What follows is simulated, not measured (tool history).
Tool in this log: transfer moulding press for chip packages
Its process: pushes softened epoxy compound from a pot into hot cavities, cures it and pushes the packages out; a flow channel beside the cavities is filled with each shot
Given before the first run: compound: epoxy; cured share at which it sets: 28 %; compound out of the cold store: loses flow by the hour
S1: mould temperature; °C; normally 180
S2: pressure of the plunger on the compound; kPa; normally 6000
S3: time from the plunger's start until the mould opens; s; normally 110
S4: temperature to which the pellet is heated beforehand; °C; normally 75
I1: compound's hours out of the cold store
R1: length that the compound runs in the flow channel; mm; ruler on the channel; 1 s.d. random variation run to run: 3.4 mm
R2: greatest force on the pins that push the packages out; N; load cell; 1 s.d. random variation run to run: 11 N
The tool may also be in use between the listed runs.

run 1 hour=0 | S1=180 S2=6000 S3=110 S4=75 | I1=25.9 | R1=567 R2=622
run 2 hour=12.2 | S1=180 S2=6000 S3=110 S4=75 | I1=9.2 | R1=607 R2=732
run 3 hour=24.2 | S1=180 S2=5100 S3=110 S4=75 | I1=12.2 | R1=554 R2=844
run 4 hour=31.1 | S1=180 S2=5100 S3=110 S4=75 | I1=16.8 | R1=541 R2=896
run 5 hour=42.1 | S1=180 S2=5100 S3=110 S4=75 | I1=43.5 | R1=476 R2=848
run 6 hour=55.3 | S1=180 S2=5100 S3=110 S4=75 | I1=12.2 | R1=556 R2=1000
run 7 hour=67.5 | S1=180 S2=4860 S3=110 S4=75 | I1=31.5 | R1=494 R2=1000
-- hour=73.1 cavities cleaned with cleaning compound and waxed
run 8 hour=78.7 | S1=180 S2=6000 S3=110 S4=75 | I1=15.2 | R1=586 R2=1174
run 9 hour=90.7 | S1=180 S2=6000 S3=110 S4=75 | I1=39.3 | R1=525 R2=1135
run 10 hour=97.1 | S1=180 S2=6000 S3=110 S4=75 | I1=43.2 | R1=507 R2=1143
run 11 hour=109.7 | S1=180 S2=6000 S3=110 S4=75 | I1=17.2 | R1=581 R2=1153
-- hour=115.9 cavities cleaned with cleaning compound and waxed, once more
run 12 hour=119.7 | S1=180 S2=4750 S3=110 S4=75 | I1=38.4 | R1=467 R2=513
run 13 hour=131.1 | S1=180 S2=4750 S3=110 S4=75 | I1=10.5 | R1=529 R2=675
run 14 hour=144.3 | S1=173 S2=6000 S3=110 S4=75 | I1=40.1 | R1=529 R2=1070
run 15 hour=150.9 | S1=173 S2=6000 S3=110 S4=75 | I1=18.1 | R1=590 R2=1239
run 16 hour=163.6 | S1=173 S2=6000 S3=110 S4=75 | I1=40.6 | R1=527 R2=1250
run 17 hour=174.6 | S1=180 S2=6200 S3=110 S4=75 | I1=28.4 | R1=558 R2=931
run 18 hour=185.6 | S1=183 S2=5570 S3=98 S4=75 | I1=12.9 | R1=552 R2=1016
-- hour=193.5 plunger's sealing rings changed
run 19 hour=200.3 | S1=180 S2=4870 S3=93 S4=84 | I1=26 | R1=539 R2=1354
-- hour=203.9 cavities cleaned with cleaning compound and waxed
run 20 hour=214 | S1=186 S2=4870 S3=114 S4=84 | I1=43 | R1=482 R2=499
run 21 hour=221.9 | S1=180 S2=6000 S3=110 S4=81 | I1=19 | R1=615 R2=667
run 22 hour=235.5 | S1=185 S2=6000 S3=95 S4=81 | I1=34.1 | R1=560 R2=760
run 23 hour=247.6 | S1=185 S2=6000 S3=95 S4=81 | I1=43.7 | R1=539 R2=850
run 24 hour=253.5 | S1=185 S2=6000 S3=95 S4=81 | I1=14.2 | R1=614 R2=909
run 25 hour=262.2 | S1=180 S2=6000 S3=93 S4=80 | I1=26.7 | R1=586 R2=1274
run 26 hour=271.9 | S1=180 S2=6000 S3=93 S4=80 | I1=31.5 | R1=571 R2=1227
-- hour=278.8 mould's thermocouples calibrated
run 27 hour=280.8 | S1=180 S2=4590 S3=106 S4=80 | I1=29.8 | R1=509 R2=1089
run 28 hour=286.6 | S1=178 S2=6000 S3=125 S4=75 | I1=32.6 | R1=576 R2=904
-- hour=291.5 cavities cleaned with cleaning compound and waxed
run 29 hour=297.6 | S1=185 S2=6000 S3=110 S4=83 | I1=25 | R1=575 R2=488
run 30 hour=306.6 | S1=180 S2=6000 S3=110 S4=77 | I1=13.7 | R1=625 R2=684

3 ways to go on from here, each from the tool as it stands after run 30. What would each give?
run A hour=317.1 | S1=177 S2=6660 S3=110 S4=65 | I1=33.5 | R1=? R2=?
run B hour=317.1 | S1=182 S2=6620 S3=110 S4=75 | I1=23.4 | R1=? R2=?
run C hour=317.1 | S1=183 S2=5110 S3=110 S4=71 | I1=36.3 | R1=? R2=?

run=A R1=604 R2=905
run=B R1=620 R2=725
run=C R1=514 R2=673
Had the tool no hidden state, the same runs would have come out as:
run=A R1=616 R2=583
run=B R1=633 R2=470
run=C R1=524 R2=437
